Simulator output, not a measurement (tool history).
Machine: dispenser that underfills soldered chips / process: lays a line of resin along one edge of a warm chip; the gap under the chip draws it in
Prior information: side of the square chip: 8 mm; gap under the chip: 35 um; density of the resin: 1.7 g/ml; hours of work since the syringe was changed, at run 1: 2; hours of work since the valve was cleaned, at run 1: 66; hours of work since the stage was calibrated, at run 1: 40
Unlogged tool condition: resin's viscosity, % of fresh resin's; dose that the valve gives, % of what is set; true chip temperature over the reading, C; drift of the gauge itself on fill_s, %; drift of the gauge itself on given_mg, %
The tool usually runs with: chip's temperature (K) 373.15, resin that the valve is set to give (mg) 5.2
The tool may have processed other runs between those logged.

run	hour	chip's temperature (K)	resin that the valve is set to give (mg)	hours of work since the syringe was changed	hours of work since the valve was cleaned	hours of work since the stage was calibrated	time until the resin shows at the far edge (s)	resin that the valve gave (mg)
1	0	373.15	5.2	2	66	40	155	4.99
# hour 7.2: new syringe of resin
2	10.9	373.15	5.2	2	72	47	156.7	5.02
# hour 17.5: new syringe of resin
3	23.1	373.15	5.2	3	80	54	160.2	4.98
# hour 28.1: new syringe of resin
4	30.7	373.15	4.98	2	84	58	152.4	4.76
5	36	373.15	4.98	5	87	62	169.9	4.78
# hour 38.3: new syringe of resin
6	44.9	373.15	4.98	4	93	67	163.3	4.77
# hour 48.8: new syringe of resin
7	54.7	373.15	5.2	4	98	73	161.3	4.96
# hour 59.1: new syringe of resin
8	64.4	373.15	5.2	3	104	79	155.9	4.95
# hour 69.1: new syringe of resin
9	76	373.15	5.2	4	111	86	166.5	4.93
# hour 79.2: new syringe of resin
10	83.4	373.15	5.2	3	116	90	150.2	4.91
# hour 89.6: new syringe of resin
11	89.8	373.15	4.91	0	119	94	144.1	4.61
12	96.8	373.15	4.91	4	124	98	167.6	4.59
# hour 99.5: new syringe of resin
13	103.6	371.15	5.2	3	128	102	169.4	4.87
# hour 109.7: new syringe of resin
# hour 110.7: dispensing valve cleaned and set on the balance
14	114.7	373.15	5.2	3	3	108	149.4	5.24
# hour 120.8: new syringe of resin
15	126.6	373.15	5.2	4	10	115	153.5	5.16
# hour 130.9: new syringe of resin
16	136.4	368.15	5.71	3	16	121	184	5.67
# hour 141.4: new syringe of resin
17	144.4	368.15	5.71	2	20	126	168.8	5.67
18	149.2	388.15	4.86	5	23	129	105	4.82
# hour 152: new syringe of resin
19	154.5	388.15	4.86	2	26	132	92.2	4.85
20	160.1	371.15	4.42	5	30	136	180.7	4.37
# hour 162.4: new syringe of resin
21	171.3	359.15	4.48	5	36	142	280.4	4.41
# hour 172.9: new syringe of resin
22	182.4	359.15	5.42	6	43	149	264.1	5.35
# hour 183.5: new syringe of resin
23	192.9	359.15	5.42	6	49	155	271.7	5.28
# hour 194.3: new syringe of resin
24	202.9	373.15	5.56	5	55	161	162.2	5.41
# hour 204.9: new syringe of resin
25	207.9	368.15	4.46	2	58	164	187.6	4.37
# hour 215.1: new syringe of resin
26	219.5	363.15	6.78	3	65	171	202.9	6.55
# hour 225.3: new syringe of resin
27	231.3	362.15	4.63	4	72	178	232.5	4.47
# hour 235.9: new syringe of resin
28	239.6	367.15	4.63	2	77	183	185.2	4.46
# hour 246.3: new syringe of resin
29	251.8	367.15	4.63	3	85	190	195.1	4.46
# hour 256.6: new syringe of resin
30	263.7	367.15	4.63	4	92	198	205.8	4.43

For each entry between runs, how does the tool's hidden state at the last listed run before it compare with that at the first listed run after it?
After run 1, before run 2: new syringe of resin (hour 7.2)
  resin's viscosity, % of fresh resin's: 107.7 -> 111.9; dose that the valve gives, % of what is set: 96.67 -> 96.33; true chip temperature over the reading, C: 0.24 -> 0.26
  measured less the result without the state, time until the resin shows at the far edge (s): +11.2 -> +16.8; resin that the valve gave (mg): -0.17 -> -0.19
After run 2, before run 3: new syringe of resin (hour 17.5)
  resin's viscosity, % of fresh resin's: 111.9 -> 113; dose that the valve gives, % of what is set: 96.33 -> 95.98; true chip temperature over the reading, C: 0.26 -> 0.29
  measured less the result without the state, time until the resin shows at the far edge (s): +16.8 -> +18.6; resin that the valve gave (mg): -0.19 -> -0.21
After run 3, before run 4: new syringe of resin (hour 28.1)
  resin's viscosity, % of fresh resin's: 113 -> 106.1; dose that the valve gives, % of what is set: 95.98 -> 95.76; true chip temperature over the reading, C: 0.29 -> 0.3
  measured less the result without the state, time until the resin shows at the far edge (s): +18.6 -> +9.3; resin that the valve gave (mg): -0.21 -> -0.21
After run 5, before run 6: new syringe of resin (hour 38.3)
  resin's viscosity, % of fresh resin's: 118.8 -> 114.9; dose that the valve gives, % of what is set: 95.59 -> 95.33; true chip temperature over the reading, C: 0.31 -> 0.33
  measured less the result without the state, time until the resin shows at the far edge (s): +27.5 -> +21.8; resin that the valve gave (mg): -0.22 -> -0.23
After run 6, before run 7: new syringe of resin (hour 48.8)
  resin's viscosity, % of fresh resin's: 114.9 -> 113.6; dose that the valve gives, % of what is set: 95.33 -> 95.03; true chip temperature over the reading, C: 0.33 -> 0.35
  measured less the result without the state, time until the resin shows at the far edge (s): +21.8 -> +19.7; resin that the valve gave (mg): -0.23 -> -0.26
After run 7, before run 8: new syringe of resin (hour 59.1)
  resin's viscosity, % of fresh resin's: 113.6 -> 111.1; dose that the valve gives, % of what is set: 95.03 -> 94.77; true chip temperature over the reading, C: 0.35 -> 0.37
  measured less the result without the state, time until the resin shows at the far edge (s): +19.7 -> +16; resin that the valve gave (mg): -0.26 -> -0.28
After run 8, before run 9: new syringe of resin (hour 69.1)
  resin's viscosity, % of fresh resin's: 111.1 -> 116.7; dose that the valve gives, % of what is set: 94.77 -> 94.43; true chip temperature over the reading, C: 0.37 -> 0.39
  measured less the result without the state, time until the resin shows at the far edge (s): +16 -> +24.3; resin that the valve gave (mg): -0.28 -> -0.29
After run 9, before run 10: new syringe of resin (hour 79.2)
  resin's viscosity, % of fresh resin's: 116.7 -> 108.1; dose that the valve gives, % of what is set: 94.43 -> 94.21; true chip temperature over the reading, C: 0.39 -> 0.41
  measured less the result without the state, time until the resin shows at the far edge (s): +24.3 -> +11.8; resin that the valve gave (mg): -0.29 -> -0.3
After run 10, before run 11: new syringe of resin (hour 89.6)
  resin's viscosity, % of fresh resin's: 108.1 -> 100.3; dose that the valve gives, % of what is set: 94.21 -> 94.03; true chip temperature over the reading, C: 0.41 -> 0.42
  measured less the result without the state, time until the resin shows at the far edge (s): +11.8 -> +1.5; resin that the valve gave (mg): -0.3 -> -0.3
After run 12, before run 13: new syringe of resin (hour 99.5)
  resin's viscosity, % of fresh resin's: 116.4 -> 110.5; dose that the valve gives, % of what is set: 93.81 -> 93.62; true chip temperature over the reading, C: 0.43 -> 0.45
  measured less the result without the state, time until the resin shows at the far edge (s): +24.8 -> +16.7; resin that the valve gave (mg): -0.3 -> -0.33
After run 13, before run 14: new syringe of resin (hour 109.7); dispensing valve cleaned and set on the balance (hour 110.7)
  resin's viscosity, % of fresh resin's: 110.5 -> 107.3; dose that the valve gives, % of what is set: 93.62 -> 99.96; true chip temperature over the reading, C: 0.45 -> 0.47
  measured less the result without the state, time until the resin shows at the far edge (s): +16.7 -> +8.1; resin that the valve gave (mg): -0.33 -> +0
After run 14, before run 15: new syringe of resin (hour 120.8)
  resin's viscosity, % of fresh resin's: 107.3 -> 112.9; dose that the valve gives, % of what is set: 99.96 -> 99.6; true chip temperature over the reading, C: 0.47 -> 0.49
  measured less the result without the state, time until the resin shows at the far edge (s): +8.1 -> +15.5; resin that the valve gave (mg): +0 -> -0.02
After run 15, before run 16: new syringe of resin (hour 130.9)
  resin's viscosity, % of fresh resin's: 112.9 -> 114.2; dose that the valve gives, % of what is set: 99.6 -> 99.3; true chip temperature over the reading, C: 0.49 -> 0.51
  measured less the result without the state, time until the resin shows at the far edge (s): +15.5 -> +20.4; resin that the valve gave (mg): -0.02 -> -0.04
After run 16, before run 17: new syringe of resin (hour 141.4)
  resin's viscosity, % of fresh resin's: 114.2 -> 106.8; dose that the valve gives, % of what is set: 99.3 -> 99.08; true chip temperature over the reading, C: 0.51 -> 0.52
  measured less the result without the state, time until the resin shows at the far edge (s): +20.4 -> +8.3; resin that the valve gave (mg): -0.04 -> -0.06
After run 18, before run 19: new syringe of resin (hour 152)
  resin's viscosity, % of fresh resin's: 118.4 -> 104; dose that the valve gives, % of what is set: 98.93 -> 98.77; true chip temperature over the reading, C: 0.53 -> 0.54
  measured less the result without the state, time until the resin shows at the far edge (s): +15.2 -> +2.5; resin that the valve gave (mg): -0.05 -> -0.06
After run 20, before run 21: new syringe of resin (hour 162.4)
  resin's viscosity, % of fresh resin's: 117.3 -> 120.1; dose that the valve gives, % of what is set: 98.59 -> 98.27; true chip temperature over the reading, C: 0.56 -> 0.58
  measured less the result without the state, time until the resin shows at the far edge (s): +24.8 -> +44.1; resin that the valve gave (mg): -0.07 -> -0.08
After run 21, before run 22: new syringe of resin (hour 172.9)
  resin's viscosity, % of fresh resin's: 120.1 -> 121.8; dose that the valve gives, % of what is set: 98.27 -> 97.93; true chip temperature over the reading, C: 0.58 -> 0.6
  measured less the result without the state, time until the resin shows at the far edge (s): +44.1 -> +43.7; resin that the valve gave (mg): -0.08 -> -0.12
After run 22, before run 23: new syringe of resin (hour 183.5)
  resin's viscosity, % of fresh resin's: 121.8 -> 122.8; dose that the valve gives, % of what is set: 97.93 -> 97.61; true chip temperature over the reading, C: 0.6 -> 0.62
  measured less the result without the state, time until the resin shows at the far edge (s): +43.7 -> +46.7; resin that the valve gave (mg): -0.12 -> -0.13
After run 23, before run 24: new syringe of resin (hour 194.3)
  resin's viscosity, % of fresh resin's: 122.8 -> 119.8; dose that the valve gives, % of what is set: 97.61 -> 97.31; true chip temperature over the reading, C: 0.62 -> 0.64
  measured less the result without the state, time until the resin shows at the far edge (s): +46.7 -> +24.7; resin that the valve gave (mg): -0.13 -> -0.15
After run 24, before run 25: new syringe of resin (hour 204.9)
  resin's viscosity, % of fresh resin's: 119.8 -> 107.1; dose that the valve gives, % of what is set: 97.31 -> 97.17; true chip temperature over the reading, C: 0.64 -> 0.65
  measured less the result without the state, time until the resin shows at the far edge (s): +24.7 -> +10.8; resin that the valve gave (mg): -0.15 -> -0.12
After run 25, before run 26: new syringe of resin (hour 215.1)
  resin's viscosity, % of fresh resin's: 107.1 -> 109.7; dose that the valve gives, % of what is set: 97.17 -> 96.79; true chip temperature over the reading, C: 0.65 -> 0.67
  measured less the result without the state, time until the resin shows at the far edge (s): +10.8 -> +14; resin that the valve gave (mg): -0.12 -> -0.21
After run 26, before run 27: new syringe of resin (hour 225.3)
  resin's viscosity, % of fresh resin's: 109.7 -> 112.3; dose that the valve gives, % of what is set: 96.79 -> 96.44; true chip temperature over the reading, C: 0.67 -> 0.69
  measured less the result without the state, time until the resin shows at the far edge (s): +14 -> +23.5; resin that the valve gave (mg): -0.21 -> -0.17
After run 27, before run 28: new syringe of resin (hour 235.9)
  resin's viscosity, % of fresh resin's: 112.3 -> 106.9; dose that the valve gives, % of what is set: 96.44 -> 96.2; true chip temperature over the reading, C: 0.69 -> 0.71
  measured less the result without the state, time until the resin shows at the far edge (s): +23.5 -> +10.6; resin that the valve gave (mg): -0.17 -> -0.17
After run 28, before run 29: new syringe of resin (hour 246.3)
  resin's viscosity, % of fresh resin's: 106.9 -> 112; dose that the valve gives, % of what is set: 96.2 -> 95.85; true chip temperature over the reading, C: 0.71 -> 0.73
  measured less the result without the state, time until the resin shows at the far edge (s): +10.6 -> +19.7; resin that the valve gave (mg): -0.17 -> -0.19
After run 29, before run 30: new syringe of resin (hour 256.6)
  resin's viscosity, % of fresh resin's: 112 -> 115.7; dose that the valve gives, % of what is set: 95.85 -> 95.5; true chip temperature over the reading, C: 0.73 -> 0.75
  measured less the result without the state, time until the resin shows at the far edge (s): +19.7 -> +26.9; resin that the valve gave (mg): -0.19 -> -0.21
